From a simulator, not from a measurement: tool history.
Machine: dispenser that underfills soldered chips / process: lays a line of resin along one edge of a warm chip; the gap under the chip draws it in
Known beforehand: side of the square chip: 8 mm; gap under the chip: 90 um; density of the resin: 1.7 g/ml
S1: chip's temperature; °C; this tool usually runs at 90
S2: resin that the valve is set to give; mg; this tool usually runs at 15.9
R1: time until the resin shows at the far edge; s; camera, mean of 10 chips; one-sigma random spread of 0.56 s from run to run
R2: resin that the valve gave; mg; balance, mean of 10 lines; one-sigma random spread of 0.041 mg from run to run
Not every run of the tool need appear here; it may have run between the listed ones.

Run 1, hour 0: usual settings. Result: R1 55.9 s, R2 15.52 mg.
Run 2, hour 3.4: usual settings but S1 88 °C. Result: R1 64.4 s, R2 15.5 mg.
At hour 7.7: new syringe of resin.
Run 3, hour 8.8: usual settings but S1 88 °C. Result: R1 50.7 s, R2 15.51 mg.
Run 4, hour 11: usual settings but S1 88 °C. Result: R1 53.5 s, R2 15.38 mg.
Run 5, hour 15.2: usual settings. Result: R1 55.1 s, R2 15.43 mg.
Run 6, hour 19.3: usual settings but S1 96 °C. Result: R1 47.6 s, R2 15.49 mg.
At hour 22.5: new syringe of resin.
Run 7, hour 23.6: usual settings but S2 14.1 mg. Result: R1 49 s, R2 13.64 mg.
Run 8, hour 26.3: usual settings but S2 14.1 mg. Result: R1 51.9 s, R2 13.65 mg.
Run 9, hour 29.2: usual settings. Result: R1 53.3 s, R2 15.31 mg.
Run 10, hour 32.1: usual settings but S2 16 mg. Result: R1 58.8 s, R2 15.46 mg.
Run 11, hour 34.6: usual settings but S2 19.1 mg. Result: R1 61 s, R2 18.35 mg.
At hour 37.2: new syringe of resin.
Run 12, hour 37.6: usual settings but S2 19.1 mg. Result: R1 46.1 s, R2 18.36 mg.
Run 13, hour 40.1: usual settings but S1 81 °C, S2 17.3 mg. Result: R1 70.6 s, R2 16.62 mg.
Run 14, hour 44.7: usual settings but S1 85 °C, S2 17.4 mg. Result: R1 65.1 s, R2 16.7 mg.
Run 15, hour 47.6: usual settings but S1 85 °C, S2 17.4 mg. Result: R1 70.6 s, R2 16.63 mg.
Run 16, hour 50.8: usual settings but S1 93 °C, S2 17 mg. Result: R1 54.9 s, R2 16.22 mg.
At hour 51.8: new syringe of resin.
Run 17, hour 55.4: usual settings but S2 14.3 mg. Result: R1 52.3 s, R2 13.63 mg.
Run 18, hour 60: usual settings but S1 102 °C, S2 13.7 mg. Result: R1 36.9 s, R2 13.03 mg.
Run 19, hour 63: usual settings but S1 88 °C, S2 15.8 mg. Result: R1 64.2 s, R2 15.06 mg.

For run 20, what comes out?
At hour 66.4: new syringe of resin.
Run 20, hour 67.6: usual settings but S1 78 °C, S2 15.5 mg. Result: R1 ?, R2 ?.

R1: 79.1 s
R2: 14.72 mg
Had the tool carried no hidden state, the very same run would have given R1 79.1 s, R2 15.5 mg.

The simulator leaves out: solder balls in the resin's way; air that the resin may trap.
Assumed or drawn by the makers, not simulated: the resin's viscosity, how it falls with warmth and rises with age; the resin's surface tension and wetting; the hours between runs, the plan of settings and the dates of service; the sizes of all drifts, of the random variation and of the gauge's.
